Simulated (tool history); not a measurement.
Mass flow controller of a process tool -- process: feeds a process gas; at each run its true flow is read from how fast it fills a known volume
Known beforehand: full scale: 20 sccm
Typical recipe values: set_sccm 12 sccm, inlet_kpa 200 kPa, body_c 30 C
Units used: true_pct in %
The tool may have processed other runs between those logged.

run 1 hour=0 | set_sccm=12 inlet_kpa=200 body_c=30 | true_pct=98.64
run 2 hour=148.5 | set_sccm=12 inlet_kpa=200 body_c=30 | true_pct=98.65
run 3 hour=276.5 | set_sccm=12 inlet_kpa=200 body_c=30 | true_pct=98.78
run 4 hour=418.9 | set_sccm=12 inlet_kpa=172 body_c=30 | true_pct=98.96
run 5 hour=494.5 | set_sccm=12 inlet_kpa=172 body_c=30 | true_pct=99.01
run 6 hour=604.1 | set_sccm=12 inlet_kpa=200 body_c=30 | true_pct=98.92
run 7 hour=755.5 | set_sccm=12 inlet_kpa=200 body_c=30 | true_pct=98.88
run 8 hour=904.5 | set_sccm=6 inlet_kpa=204 body_c=29 | true_pct=98.33
run 9 hour=989 | set_sccm=17 inlet_kpa=143 body_c=34 | true_pct=99.67
run 10 hour=1130.4 | set_sccm=17 inlet_kpa=143 body_c=34 | true_pct=99.78
run 11 hour=1207.8 | set_sccm=14 inlet_kpa=200 body_c=30 | true_pct=99.37
run 12 hour=1349.1 | set_sccm=11 inlet_kpa=195 body_c=30 | true_pct=99.23
run 13 hour=1514.3 | set_sccm=2 inlet_kpa=157 body_c=30 | true_pct=98.4
run 14 hour=1626.2 | set_sccm=2 inlet_kpa=157 body_c=30 | true_pct=98.51

Selected run-to-run steps in true_pct, each split into two signed amounts: the part the tool would show with no hidden state at all (from settings, incoming material and random variation), and the remainder, which goes to the hidden state together with any gauge scatter not common to the measured and the hidden-state-free results:
Hidden state at play: flow at rest that the sensor doesn't see, % of full scale; true flow over the shown one, %; drift of the gauge itself on true_pct, %.
Run 8 -> 9: set_sccm 6 -> 17, inlet_kpa 204 -> 143, body_c 29 -> 34. true_pct +1.34 %: hidden state +0.03, all else +1.31.
Run 12 -> 13: set_sccm 11 -> 2, inlet_kpa 195 -> 157. true_pct -0.83 %: hidden state +0.07, all else -0.9.
